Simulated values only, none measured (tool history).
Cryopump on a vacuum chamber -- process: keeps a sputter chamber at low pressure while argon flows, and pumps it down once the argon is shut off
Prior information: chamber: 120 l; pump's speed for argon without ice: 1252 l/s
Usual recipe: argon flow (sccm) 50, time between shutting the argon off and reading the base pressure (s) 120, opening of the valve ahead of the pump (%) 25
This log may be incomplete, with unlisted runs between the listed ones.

run   hour  argon flow (sccm)  time between shutting the argon off and reading the base pressure (s)  opening of the valve ahead of the pump (%)  pressure while argon flows (Pa)  pressure after the wait (uPa)
  1    0.0                 50                                                                    120                                          25                           0.2725                           2.37
  2   30.6                 50                                                                    120                                          25                           0.2729                           2.28
  3   47.0                 50                                                                     28                                          25                           0.2720                           3.91
  4   77.2                 50                                                                     28                                          25                           0.2726                           4.10
  5   92.2                 50                                                                    277                                          25                           0.2726                           2.06
  6  105.9                 21                                                                    120                                          25                           0.1158                           2.40
  7  133.3                 50                                                                    120                                          25                           0.2708                           2.43
  8  165.9                 50                                                                    120                                          25                           0.2737                           2.47
  9  181.2                 50                                                                     60                                          25                           0.2752                           3.01
 10  210.6                 50                                                                    120                                          25                           0.2753                           2.53
 11  235.9                 31                                                                    120                                          25                           0.1698                           2.52
 12  259.0                 31                                                                    120                                          25                           0.1711                           2.61
 13  289.4                 31                                                                    120                                          25                           0.1732                           2.58
 14  320.2                 50                                                                     32                                          47                           0.1491                           4.07
 15  352.0                 50                                                                     21                                          49                           0.1431                           5.28
 16  371.7                 50                                                                     21                                          49                           0.1437                           5.25
 17  398.6                 29                                                                     21                                          17                           0.2356                           5.22
 18  430.3                 67                                                                    155                                          25                           0.3730                           2.69
 19  452.0                 25                                                                     60                                          25                           0.1383                           3.26
 20  484.0                 25                                                                     60                                          27                           0.1292                           3.41
 21  505.3                 60                                                                     64                                          49                           0.1762                           3.25
 22  538.0                 60                                                                     64                                          49                           0.1763                           3.29
 23  553.6                 61                                                                    266                                          40                           0.2162                           2.67
 24  573.6                 61                                                                    266                                          40                           0.2192                           2.67
 25  596.0                 61                                                                    266                                          40                           0.2178                           2.67
 26  617.7                 61                                                                    165                                          40                           0.2184                           2.81

Forecast each of these 4 alternatives for the next run:
     636.2  -- leaking fittings of the chamber tightened, without venting
  A  636.2                 84                                                                    174                                          20                                ?                              ?
     636.2  -- leaking fittings of the chamber tightened, without venting
  B  636.2                 54                                                                    224                                          20                                ?                              ?
     636.2  -- leaking fittings of the chamber tightened, without venting
  C  636.2                 61                                                                     24                                          20                                ?                              ?
     636.2  -- leaking fittings of the chamber tightened, without venting
  D  636.2                 50                                                                    120                                          24                                ?                              ?

run  pressure while argon flows (Pa)  pressure after the wait (uPa)
  A                           0.5855                           0.67
  B                           0.3734                           0.59
  C                           0.4229                           2.98
  D                           0.2921                           0.87
With the hidden condition removed and each run's random variation left untouched, the same runs would have given:
run  pressure while argon flows (Pa)  pressure after the wait (uPa)
  A                           0.5676                           0.61
  B                           0.3620                           0.52
  C                           0.4099                           2.92
  D                           0.2814                           0.80

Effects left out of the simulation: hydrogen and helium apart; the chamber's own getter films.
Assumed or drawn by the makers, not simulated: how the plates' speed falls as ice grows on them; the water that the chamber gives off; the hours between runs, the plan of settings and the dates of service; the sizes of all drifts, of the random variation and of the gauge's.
